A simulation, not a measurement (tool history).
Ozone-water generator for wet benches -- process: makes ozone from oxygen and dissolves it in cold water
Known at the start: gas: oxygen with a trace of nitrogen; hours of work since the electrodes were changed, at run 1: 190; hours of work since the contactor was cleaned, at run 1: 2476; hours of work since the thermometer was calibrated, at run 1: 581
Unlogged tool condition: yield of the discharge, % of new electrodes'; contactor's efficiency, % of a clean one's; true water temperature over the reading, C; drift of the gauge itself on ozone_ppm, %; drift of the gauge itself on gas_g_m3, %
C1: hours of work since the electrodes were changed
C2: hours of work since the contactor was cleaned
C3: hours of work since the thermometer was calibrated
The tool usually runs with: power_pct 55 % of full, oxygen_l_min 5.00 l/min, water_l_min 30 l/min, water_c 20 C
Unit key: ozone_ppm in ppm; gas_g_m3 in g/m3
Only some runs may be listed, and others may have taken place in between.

{"run": 1, "hour": 0.0, "power_pct": 55, "oxygen_l_min": 5.0, "water_l_min": 30, "water_c": 20, "C1": 190, "C2": 2476, "C3": 581, "ozone_ppm": 14.6, "gas_g_m3": 166.6}
{"run": 2, "hour": 29.1, "power_pct": 55, "oxygen_l_min": 5.0, "water_l_min": 30, "water_c": 20, "C1": 213, "C2": 2499, "C3": 603, "ozone_ppm": 14.8, "gas_g_m3": 165.4}
{"run": 3, "hour": 57.9, "power_pct": 55, "oxygen_l_min": 5.0, "water_l_min": 19, "water_c": 20, "C1": 235, "C2": 2521, "C3": 626, "ozone_ppm": 20.3, "gas_g_m3": 166.2}
{"run": 4, "hour": 87.9, "power_pct": 55, "oxygen_l_min": 5.0, "water_l_min": 19, "water_c": 20, "C1": 258, "C2": 2544, "C3": 649, "ozone_ppm": 20.5, "gas_g_m3": 164.5}
{"run": 5, "hour": 121.1, "power_pct": 89, "oxygen_l_min": 5.0, "water_l_min": 19, "water_c": 20, "C1": 284, "C2": 2570, "C3": 674, "ozone_ppm": 30.3, "gas_g_m3": 245.6}
{"run": 6, "hour": 150.4, "power_pct": 89, "oxygen_l_min": 5.0, "water_l_min": 19, "water_c": 20, "C1": 306, "C2": 2592, "C3": 697, "ozone_ppm": 29.9, "gas_g_m3": 246.2}
{"run": 7, "hour": 171.0, "power_pct": 55, "oxygen_l_min": 5.0, "water_l_min": 30, "water_c": 20, "C1": 322, "C2": 2608, "C3": 713, "ozone_ppm": 14.7, "gas_g_m3": 166.0}
{"run": 8, "hour": 190.4, "power_pct": 60, "oxygen_l_min": 2.61, "water_l_min": 40, "water_c": 14, "C1": 337, "C2": 2623, "C3": 728, "ozone_ppm": 11.9, "gas_g_m3": 277.8}
{"run": 9, "hour": 210.6, "power_pct": 65, "oxygen_l_min": 7.87, "water_l_min": 30, "water_c": 21, "C1": 353, "C2": 2639, "C3": 744, "ozone_ppm": 15.9, "gas_g_m3": 137.6}
{"run": 10, "hour": 236.7, "power_pct": 65, "oxygen_l_min": 7.87, "water_l_min": 30, "water_c": 21, "C1": 373, "C2": 2659, "C3": 764, "ozone_ppm": 15.8, "gas_g_m3": 138.9}
{"run": 11, "hour": 259.4, "power_pct": 65, "oxygen_l_min": 7.87, "water_l_min": 30, "water_c": 21, "C1": 391, "C2": 2677, "C3": 781, "ozone_ppm": 15.8, "gas_g_m3": 138.6}
{"run": 12, "hour": 289.2, "power_pct": 82, "oxygen_l_min": 4.25, "water_l_min": 30, "water_c": 20, "C1": 414, "C2": 2700, "C3": 804, "ozone_ppm": 19.8, "gas_g_m3": 252.0}
{"run": 13, "hour": 305.3, "power_pct": 53, "oxygen_l_min": 7.15, "water_l_min": 30, "water_c": 13, "C1": 426, "C2": 2712, "C3": 817, "ozone_ppm": 15.0, "gas_g_m3": 124.9}
{"run": 14, "hour": 326.9, "power_pct": 55, "oxygen_l_min": 5.74, "water_l_min": 18, "water_c": 20, "C1": 443, "C2": 2729, "C3": 834, "ozone_ppm": 20.4, "gas_g_m3": 149.1}

Consider 4 possible next runs. They are alternatives, not a sequence: every one starts from the tool as it was left by run 14. What does each give?
{"run": "A", "hour": 356.5, "power_pct": 58, "oxygen_l_min": 5.74, "water_l_min": 18, "water_c": 20, "C1": 466, "C2": 2752, "C3": 856, "ozone_ppm": "?", "gas_g_m3": "?"}
{"run": "B", "hour": 356.5, "power_pct": 55, "oxygen_l_min": 5.0, "water_l_min": 40, "water_c": 23, "C1": 466, "C2": 2752, "C3": 856, "ozone_ppm": "?", "gas_g_m3": "?"}
{"run": "C", "hour": 356.5, "power_pct": 70, "oxygen_l_min": 3.16, "water_l_min": 18, "water_c": 20, "C1": 466, "C2": 2752, "C3": 856, "ozone_ppm": "?", "gas_g_m3": "?"}
{"run": "D", "hour": 356.5, "power_pct": 68, "oxygen_l_min": 7.84, "water_l_min": 18, "water_c": 19, "C1": 466, "C2": 2752, "C3": 856, "ozone_ppm": "?", "gas_g_m3": "?"}

run=A ozone_ppm=21.0 gas_g_m3=156.7
run=B ozone_ppm=11.3 gas_g_m3=164.6
run=C ozone_ppm=26.6 gas_g_m3=274.8
run=D ozone_ppm=22.5 gas_g_m3=142.4
The same runs, with their run-to-run variation unchanged, on a tool lacking any hidden condition would have given:
run=A ozone_ppm=22.1 gas_g_m3=159.7
run=B ozone_ppm=12.0 gas_g_m3=167.7
run=C ozone_ppm=28.0 gas_g_m3=281.2
run=D ozone_ppm=23.7 gas_g_m3=145.6
